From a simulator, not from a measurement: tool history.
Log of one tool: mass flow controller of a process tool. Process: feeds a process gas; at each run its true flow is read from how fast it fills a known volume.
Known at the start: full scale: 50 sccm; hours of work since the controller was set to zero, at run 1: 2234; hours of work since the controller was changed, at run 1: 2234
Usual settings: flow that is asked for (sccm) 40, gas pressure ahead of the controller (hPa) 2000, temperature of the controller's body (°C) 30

| run | hour | flow that is asked for (sccm) | gas pressure ahead of the controller (hPa) | temperature of the controller's body (°C) | hours of work since the controller was set to zero | hours of work since the controller was changed | true flow (%) |
|---|---|---|---|---|---|---|---|
| 1 | 0 | 40 | 2000 | 30 | 2234 | 2234 | 99.31 |
| 2 | 133.7 | 40 | 2000 | 30 | 2299 | 2299 | 99.42 |
| 3 | 234.3 | 40 | 2000 | 36 | 2348 | 2348 | 99.39 |
| 4 | 323.3 | 5 | 2000 | 30 | 2391 | 2391 | 97.8 |
| 5 | 390.5 | 5 | 2000 | 30 | 2423 | 2423 | 97.9 |
| 6 | 474.9 | 5 | 2000 | 30 | 2464 | 2464 | 97.99 |
| 7 | 578.4 | 12 | 2000 | 30 | 2514 | 2514 | 98.16 |
| 8 | 640.1 | 12 | 2000 | 30 | 2544 | 2544 | 98.38 |
| 9 | 775.1 | 40 | 2000 | 30 | 2610 | 2610 | 99.98 |
| 10 | 895.4 | 40 | 2000 | 30 | 2668 | 2668 | 100.06 |
| 11 | 992 | 40 | 2000 | 30 | 2715 | 2715 | 100.09 |
| 12 | 1112.7 | 27 | 2000 | 30 | 2773 | 2773 | 99.49 |
| 13 | 1235.6 | 27 | 2000 | 30 | 2833 | 2833 | 99.61 |
| 14 | 1332.8 | 40 | 2210 | 27 | 2880 | 2880 | 100.43 |
| 15 | 1413.1 | 40 | 2460 | 22 | 2919 | 2919 | 100.47 |
| 16 | 1519.7 | 15 | 2460 | 26 | 2970 | 2970 | 99.07 |
| 17 | 1618.1 | 12 | 2480 | 26 | 3018 | 3018 | 99.01 |
| 18 | 1739.3 | 40 | 2220 | 30 | 3076 | 3076 | 100.54 |
|  | 1807 | gauge calibrated |
| 19 | 1875.6 | 40 | 2110 | 30 | 3142 | 3142 | 99.45 |
| 20 | 1966.9 | 6 | 2000 | 39 | 3187 | 3187 | 97.61 |
| 21 | 2099 | 23 | 1470 | 30 | 3251 | 3251 | 99.08 |
| 22 | 2203.4 | 23 | 2550 | 32 | 3301 | 3301 | 98.51 |
| 23 | 2260.5 | 41 | 2340 | 24 | 3329 | 3329 | 99.75 |
| 24 | 2318 | 23 | 2000 | 30 | 3357 | 3357 | 98.92 |
| 25 | 2388.3 | 13 | 2000 | 30 | 3391 | 3391 | 98.44 |
| 26 | 2474.6 | 13 | 2000 | 22 | 3432 | 3432 | 98.69 |

Forecast each of these 4 alternatives for the next run:
| A | 2605.4 | 32 | 1590 | 26 | 3496 | 3496 | ? |
| B | 2605.4 | 6 | 2000 | 30 | 3496 | 3496 | ? |
| C | 2605.4 | 13 | 1530 | 22 | 3496 | 3496 | ? |
| D | 2605.4 | 6 | 2000 | 30 | 3496 | 3496 | ? |

| run | true flow (%) |
|---|---|
| A | 99.84 |
| B | 98.18 |
| C | 99.1 |
| D | 98.45 |
Without the tool's hidden state the same runs would have given:
| run | true flow (%) |
|---|---|
| A | 99.24 |
| B | 97.57 |
| C | 98.5 |
| D | 97.84 |
